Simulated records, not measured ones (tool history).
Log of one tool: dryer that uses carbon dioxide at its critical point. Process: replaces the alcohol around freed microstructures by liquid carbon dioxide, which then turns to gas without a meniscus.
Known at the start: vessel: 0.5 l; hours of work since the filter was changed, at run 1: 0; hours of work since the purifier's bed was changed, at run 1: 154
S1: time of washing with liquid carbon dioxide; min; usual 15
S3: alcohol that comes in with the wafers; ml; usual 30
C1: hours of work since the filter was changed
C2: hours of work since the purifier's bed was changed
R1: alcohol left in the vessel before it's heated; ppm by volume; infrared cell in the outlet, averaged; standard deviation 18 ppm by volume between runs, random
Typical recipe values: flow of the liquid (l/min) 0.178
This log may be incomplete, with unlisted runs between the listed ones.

{"run": 1, "hour": 0.0, "S1": 15, "flow of the liquid (l/min)": 0.178, "S3": 30, "C1": 0, "C2": 154, "R1": 1171}
{"run": 2, "hour": 9.5, "S1": 15, "flow of the liquid (l/min)": 0.178, "S3": 30, "C1": 6, "C2": 159, "R1": 1215}
{"run": 3, "hour": 15.5, "S1": 15, "flow of the liquid (l/min)": 0.178, "S3": 30, "C1": 9, "C2": 163, "R1": 1225}
{"run": 4, "hour": 24.9, "S1": 15, "flow of the liquid (l/min)": 0.178, "S3": 30, "C1": 15, "C2": 169, "R1": 1214}
{"run": 5, "hour": 31.7, "S1": 15, "flow of the liquid (l/min)": 0.178, "S3": 30, "C1": 19, "C2": 173, "R1": 1245}
{"run": 6, "hour": 38.8, "S1": 15, "flow of the liquid (l/min)": 0.178, "S3": 63, "C1": 23, "C2": 177, "R1": 2614}
{"run": 7, "hour": 43.8, "S1": 15, "flow of the liquid (l/min)": 0.178, "S3": 45, "C1": 26, "C2": 180, "R1": 1832}
{"run": 8, "hour": 50.8, "S1": 15, "flow of the liquid (l/min)": 0.178, "S3": 30, "C1": 30, "C2": 184, "R1": 1213}
{"run": 9, "hour": 61.0, "S1": 15, "flow of the liquid (l/min)": 0.178, "S3": 30, "C1": 37, "C2": 190, "R1": 1235}
{"run": 10, "hour": 70.4, "S1": 15, "flow of the liquid (l/min)": 0.178, "S3": 30, "C1": 42, "C2": 196, "R1": 1268}
{"run": 11, "hour": 80.5, "S1": 15, "flow of the liquid (l/min)": 0.178, "S3": 44, "C1": 48, "C2": 202, "R1": 1888}
{"run": 12, "hour": 88.1, "S1": 14, "flow of the liquid (l/min)": 0.178, "S3": 30, "C1": 53, "C2": 207, "R1": 1674}
{"run": 13, "hour": 97.9, "S1": 15, "flow of the liquid (l/min)": 0.178, "S3": 30, "C1": 59, "C2": 212, "R1": 1324}
{"run": 14, "hour": 108.4, "S1": 11, "flow of the liquid (l/min)": 0.178, "S3": 30, "C1": 65, "C2": 219, "R1": 3671}
{"run": 15, "hour": 117.3, "S1": 11, "flow of the liquid (l/min)": 0.178, "S3": 30, "C1": 70, "C2": 224, "R1": 3587}
{"run": 16, "hour": 125.1, "S1": 9, "flow of the liquid (l/min)": 0.178, "S3": 23, "C1": 75, "C2": 229, "R1": 4730}
{"run": 17, "hour": 134.3, "S1": 20, "flow of the liquid (l/min)": 0.226, "S3": 99, "C1": 80, "C2": 234, "R1": 313}
{"run": 18, "hour": 139.1, "S1": 20, "flow of the liquid (l/min)": 0.226, "S3": 99, "C1": 83, "C2": 237, "R1": 316}
{"run": 19, "hour": 149.7, "S1": 15, "flow of the liquid (l/min)": 0.18, "S3": 106, "C1": 90, "C2": 243, "R1": 4751}
{"run": 20, "hour": 158.8, "S1": 21, "flow of the liquid (l/min)": 0.289, "S3": 65, "C1": 95, "C2": 249, "R1": 44}
{"run": 21, "hour": 163.9, "S1": 19, "flow of the liquid (l/min)": 0.243, "S3": 37, "C1": 98, "C2": 252, "R1": 122}
{"run": 22, "hour": 169.2, "S1": 14, "flow of the liquid (l/min)": 0.157, "S3": 30, "C1": 101, "C2": 255, "R1": 2760}
{"run": 23, "hour": 175.7, "S1": 15, "flow of the liquid (l/min)": 0.266, "S3": 30, "C1": 105, "C2": 259, "R1": 214}
{"run": 24, "hour": 181.3, "S1": 15, "flow of the liquid (l/min)": 0.266, "S3": 30, "C1": 109, "C2": 262, "R1": 232}

Forecast run 25:
{"run": 25, "hour": 186.6, "S1": 13, "flow of the liquid (l/min)": 0.178, "S3": 20, "C1": 112, "C2": 266, "R1": "?"}

R1: 1594 ppm by volume
Minus the tool's unlogged condition, the same run would have read R1 1335 ppm by volume.
